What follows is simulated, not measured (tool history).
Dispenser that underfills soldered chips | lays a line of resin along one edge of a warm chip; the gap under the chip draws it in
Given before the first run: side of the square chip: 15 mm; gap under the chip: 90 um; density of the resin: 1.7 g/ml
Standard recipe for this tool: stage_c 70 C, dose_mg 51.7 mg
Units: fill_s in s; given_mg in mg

run,hour,stage_c,dose_mg,fill_s,given_mg
1,0.0,70,51.7,195.4,50.72
# hour 2.5: new syringe of resin
2,15.3,58,51.7,331.3,50.27
# hour 17.5: new syringe of resin
3,30.8,58,51.7,339.0,50.52
# hour 32.4: new syringe of resin
4,45.7,73,51.7,183.4,50.00
# hour 47.3: new syringe of resin
5,61.1,70,51.7,220.9,49.77
# hour 62.3: new syringe of resin
6,72.3,70,51.7,179.3,49.85
# hour 77.5: new syringe of resin
7,88.5,70,56.4,188.2,54.71
# hour 92.8: new syringe of resin
8,98.5,70,53.4,147.6,50.99
# hour 108.9: new syringe of resin
9,113.6,70,48.7,142.1,46.72
# hour 117.3: dispensing valve cleaned and set on the balance
10,121.4,70,48.7,195.1,48.65
# hour 125.4: new syringe of resin
11,130.5,70,48.7,149.7,48.64
# hour 140.6: new syringe of resin
12,141.4,70,48.7,122.2,48.34
# hour 156.6: new syringe of resin
13,157.3,70,48.7,117.5,48.17
14,166.3,80,50.1,119.8,49.27
# hour 171.6: new syringe of resin
15,182.8,64,52.5,244.4,51.64
# hour 186.6: new syringe of resin
16,197.0,64,52.5,234.1,51.67
# hour 202.4: new syringe of resin
17,210.0,72,54.2,150.1,53.07
# hour 217.3: new syringe of resin
18,224.9,72,54.2,151.1,53.04
# hour 232.7: new syringe of resin
19,239.4,55,51.1,299.3,50.01
# hour 247.7: new syringe of resin
20,252.0,55,51.1,273.1,49.53
21,261.6,58,51.1,375.4,49.47
# hour 263.5: new syringe of resin
22,277.8,81,50.3,150.6,48.91
# hour 279.2: new syringe of resin
23,288.4,71,59.3,168.4,56.98
# hour 294.2: new syringe of resin
24,301.9,72,48.5,155.0,46.58
# hour 309.6: new syringe of resin
25,314.5,72,48.5,139.2,46.35

Below are 5 alternative next runs, each starting from the tool's condition after run 25. Predict each:
# hour 322.8: dispensing valve cleaned and set on the balance
# hour 325.7: new syringe of resin
A,330.9,66,51.0,?,?
# hour 322.8: dispensing valve cleaned and set on the balance
# hour 325.7: new syringe of resin
B,330.9,65,56.7,?,?
# hour 322.8: dispensing valve cleaned and set on the balance
# hour 325.7: new syringe of resin
C,330.9,57,60.1,?,?
# hour 322.8: dispensing valve cleaned and set on the balance
# hour 325.7: new syringe of resin
D,330.9,85,51.7,?,?
# hour 322.8: dispensing valve cleaned and set on the balance
# hour 325.7: new syringe of resin
E,330.9,68,50.9,?,?

run,fill_s,given_mg
A,176.2,51.02
B,181.0,56.06
C,254.0,59.97
D,84.0,51.53
E,165.5,50.69
Without the tool's unlogged condition, the same runs would have read:
run,fill_s,given_mg
A,128.6,51.25
B,132.0,56.30
C,184.6,60.23
D,61.7,51.76
E,120.9,50.92
